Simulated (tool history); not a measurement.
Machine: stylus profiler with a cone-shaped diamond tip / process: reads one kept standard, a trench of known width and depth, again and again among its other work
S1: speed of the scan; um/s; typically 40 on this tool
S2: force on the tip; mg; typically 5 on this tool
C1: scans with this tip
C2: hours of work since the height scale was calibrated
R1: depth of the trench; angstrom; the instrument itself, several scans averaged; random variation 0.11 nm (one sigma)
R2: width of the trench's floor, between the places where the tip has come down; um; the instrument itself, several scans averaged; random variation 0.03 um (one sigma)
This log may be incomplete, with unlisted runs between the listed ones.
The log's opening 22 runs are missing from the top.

{"run": 23, "day": 20.262, "S1": 93, "S2": 5.32, "C1": 2601, "C2": 375, "R1": 2035.3, "R2": 27.86}
{"run": 24, "day": 21.088, "S1": 19, "S2": 6.29, "C1": 2667, "C2": 384, "R1": 2039.6, "R2": 27.96}
{"run": 25, "day": 21.738, "S1": 19, "S2": 6.29, "C1": 2720, "C2": 392, "R1": 2041.1, "R2": 28.03}
{"run": 26, "day": 23.075, "S1": 32, "S2": 5, "C1": 2828, "C2": 407, "R1": 2034.7, "R2": 27.98}
{"run": 27, "day": 24.388, "S1": 41, "S2": 1.73, "C1": 2934, "C2": 423, "R1": 2017.8, "R2": 27.89}
{"run": 28, "day": 25.55, "S1": 41, "S2": 1.73, "C1": 3027, "C2": 436, "R1": 2015.8, "R2": 27.88}
{"run": 29, "day": 26.854, "S1": 40, "S2": 2.12, "C1": 3133, "C2": 451, "R1": 2018.3, "R2": 27.91}
{"run": 30, "day": 28.138, "S1": 23, "S2": 7.45, "C1": 3236, "C2": 466, "R1": 2043.2, "R2": 28.02}
{"run": 31, "day": 29.042, "S1": 23, "S2": 7.45, "C1": 3309, "C2": 477, "R1": 2044.2, "R2": 27.99}
{"run": 32, "day": 29.629, "S1": 18, "S2": 4.24, "C1": 3357, "C2": 484, "R1": 2030.3, "R2": 28.02}
{"run": 33, "day": 30.333, "S1": 60, "S2": 14.81, "C1": 3413, "C2": 492, "R1": 2069.6, "R2": 27.95}
{"run": 34, "day": 31.012, "S1": 15, "S2": 8.23, "C1": 3468, "C2": 500, "R1": 2047.8, "R2": 28.01}
{"run": 35, "day": 32.108, "S1": 105, "S2": 5.37, "C1": 3556, "C2": 512, "R1": 2036, "R2": 27.76}

Here are 5 independent what-if runs from the current tool condition. What would each one return?
{"run": "A", "day": 33.121, "S1": 19, "S2": 5, "C1": 3638, "C2": 524, "R1": "?", "R2": "?"}
{"run": "B", "day": 33.121, "S1": 19, "S2": 3.88, "C1": 3638, "C2": 524, "R1": "?", "R2": "?"}
{"run": "C", "day": 33.121, "S1": 60, "S2": 12.86, "C1": 3638, "C2": 524, "R1": "?", "R2": "?"}
{"run": "D", "day": 33.121, "S1": 40, "S2": 4.2, "C1": 3638, "C2": 524, "R1": "?", "R2": "?"}
{"run": "E", "day": 33.121, "S1": 15, "S2": 4.84, "C1": 3638, "C2": 524, "R1": "?", "R2": "?"}

run=A R1=2033.3 R2=28.01
run=B R1=2026.6 R2=27.96
run=C R1=2063.2 R2=27.96
run=D R1=2028.4 R2=27.95
run=E R1=2030.6 R2=27.96
Had the tool no hidden state, the same runs would have come out as:
run=A R1=2033.3 R2=28.01
run=B R1=2026.7 R2=27.97
run=C R1=2063.2 R2=27.96
run=D R1=2028.5 R2=27.95
run=E R1=2030.7 R2=27.97

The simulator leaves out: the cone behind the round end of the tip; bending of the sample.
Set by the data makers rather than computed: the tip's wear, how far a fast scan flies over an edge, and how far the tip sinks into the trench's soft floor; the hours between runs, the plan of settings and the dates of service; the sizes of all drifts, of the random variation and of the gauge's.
